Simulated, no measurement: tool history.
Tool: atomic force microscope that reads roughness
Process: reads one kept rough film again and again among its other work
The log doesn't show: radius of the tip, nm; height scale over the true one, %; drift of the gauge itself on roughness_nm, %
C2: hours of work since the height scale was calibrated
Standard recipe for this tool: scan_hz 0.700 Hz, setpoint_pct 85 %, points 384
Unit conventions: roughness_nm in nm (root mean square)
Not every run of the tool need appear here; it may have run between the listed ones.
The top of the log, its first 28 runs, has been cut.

{"run": 29, "hour": 943.4, "scan_hz": 1.338, "setpoint_pct": 58, "points": 959, "pictures with this tip": 67, "C2": 435, "roughness_nm": 1.405}
{"hour": 954.0, "done": "new tip fitted"}
{"run": 30, "hour": 966.6, "scan_hz": 1.338, "setpoint_pct": 58, "points": 959, "pictures with this tip": 24, "C2": 448, "roughness_nm": 1.677}
{"run": 31, "hour": 987.6, "scan_hz": 1.338, "setpoint_pct": 71, "points": 959, "pictures with this tip": 63, "C2": 459, "roughness_nm": 1.359}
{"hour": 1000.1, "done": "new tip fitted"}
{"run": 32, "hour": 1012.5, "scan_hz": 0.7, "setpoint_pct": 85, "points": 345, "pictures with this tip": 23, "C2": 473, "roughness_nm": 1.598}
{"run": 33, "hour": 1033.9, "scan_hz": 1.577, "setpoint_pct": 55, "points": 615, "pictures with this tip": 63, "C2": 485, "roughness_nm": 1.459}
{"hour": 1044.7, "done": "new tip fitted"}
{"run": 34, "hour": 1071.1, "scan_hz": 1.577, "setpoint_pct": 55, "points": 615, "pictures with this tip": 50, "C2": 505, "roughness_nm": 1.508}
{"hour": 1087.9, "done": "new tip fitted"}
{"run": 35, "hour": 1113.3, "scan_hz": 3.861, "setpoint_pct": 80, "points": 447, "pictures with this tip": 47, "C2": 528, "roughness_nm": 1.113}
{"hour": 1133.1, "done": "new tip fitted"}
{"run": 36, "hour": 1148.7, "scan_hz": 3.861, "setpoint_pct": 76, "points": 608, "pictures with this tip": 29, "C2": 548, "roughness_nm": 1.261}
{"hour": 1177.1, "done": "new tip fitted"}
{"run": 37, "hour": 1180.5, "scan_hz": 3.861, "setpoint_pct": 76, "points": 608, "pictures with this tip": 7, "C2": 565, "roughness_nm": 1.409}
{"run": 38, "hour": 1213.5, "scan_hz": 0.615, "setpoint_pct": 76, "points": 680, "pictures with this tip": 69, "C2": 584, "roughness_nm": 1.369}
{"hour": 1221.4, "done": "new tip fitted"}
{"run": 39, "hour": 1248.0, "scan_hz": 1.315, "setpoint_pct": 76, "points": 680, "pictures with this tip": 50, "C2": 603, "roughness_nm": 1.427}
{"hour": 1267.0, "done": "new tip fitted"}
{"run": 40, "hour": 1272.2, "scan_hz": 1.315, "setpoint_pct": 76, "points": 680, "pictures with this tip": 10, "C2": 616, "roughness_nm": 1.668}
{"run": 41, "hour": 1293.6, "scan_hz": 3.032, "setpoint_pct": 61, "points": 682, "pictures with this tip": 50, "C2": 628, "roughness_nm": 1.401}
{"hour": 1311.9, "done": "new tip fitted"}
{"run": 42, "hour": 1317.1, "scan_hz": 3.032, "setpoint_pct": 61, "points": 682, "pictures with this tip": 10, "C2": 641, "roughness_nm": 1.705}
{"run": 43, "hour": 1338.7, "scan_hz": 3.032, "setpoint_pct": 61, "points": 682, "pictures with this tip": 51, "C2": 653, "roughness_nm": 1.405}
{"hour": 1357.4, "done": "new tip fitted"}
{"run": 44, "hour": 1377.6, "scan_hz": 0.7, "setpoint_pct": 62, "points": 322, "pictures with this tip": 38, "C2": 674, "roughness_nm": 1.582}
{"hour": 1401.8, "done": "new tip fitted"}
{"run": 45, "hour": 1402.4, "scan_hz": 0.572, "setpoint_pct": 57, "points": 308, "pictures with this tip": 2, "C2": 687, "roughness_nm": 1.883}
{"run": 46, "hour": 1425.6, "scan_hz": 0.57, "setpoint_pct": 61, "points": 384, "pictures with this tip": 45, "C2": 700, "roughness_nm": 1.579}
{"hour": 1447.5, "done": "new tip fitted"}
{"run": 47, "hour": 1465.8, "scan_hz": 0.57, "setpoint_pct": 61, "points": 384, "pictures with this tip": 35, "C2": 722, "roughness_nm": 1.617}
{"run": 48, "hour": 1487.1, "scan_hz": 0.815, "setpoint_pct": 85, "points": 591, "pictures with this tip": 75, "C2": 734, "roughness_nm": 1.262}
{"hour": 1492.5, "done": "new tip fitted"}
{"run": 49, "hour": 1511.8, "scan_hz": 0.57, "setpoint_pct": 89, "points": 740, "pictures with this tip": 36, "C2": 748, "roughness_nm": 1.516}

3 options for the next run, each taken on its own from the tool as it stands now. Forecast them:
{"hour": 1536.4, "done": "new tip fitted"}
{"run": "A", "hour": 1547.8, "scan_hz": 2.712, "setpoint_pct": 58, "points": 648, "pictures with this tip": 21, "C2": 768, "roughness_nm": "?"}
{"hour": 1536.4, "done": "new tip fitted"}
{"run": "B", "hour": 1547.8, "scan_hz": 0.57, "setpoint_pct": 89, "points": 276, "pictures with this tip": 21, "C2": 768, "roughness_nm": "?"}
{"hour": 1536.4, "done": "new tip fitted"}
{"run": "C", "hour": 1547.8, "scan_hz": 1.241, "setpoint_pct": 68, "points": 740, "pictures with this tip": 21, "C2": 768, "roughness_nm": "?"}

run=A roughness_nm=1.647
run=B roughness_nm=1.578
run=C roughness_nm=1.665
Had the tool no hidden state, the same runs would have come out as:
run=A roughness_nm=1.805
run=B roughness_nm=1.730
run=C roughness_nm=1.826

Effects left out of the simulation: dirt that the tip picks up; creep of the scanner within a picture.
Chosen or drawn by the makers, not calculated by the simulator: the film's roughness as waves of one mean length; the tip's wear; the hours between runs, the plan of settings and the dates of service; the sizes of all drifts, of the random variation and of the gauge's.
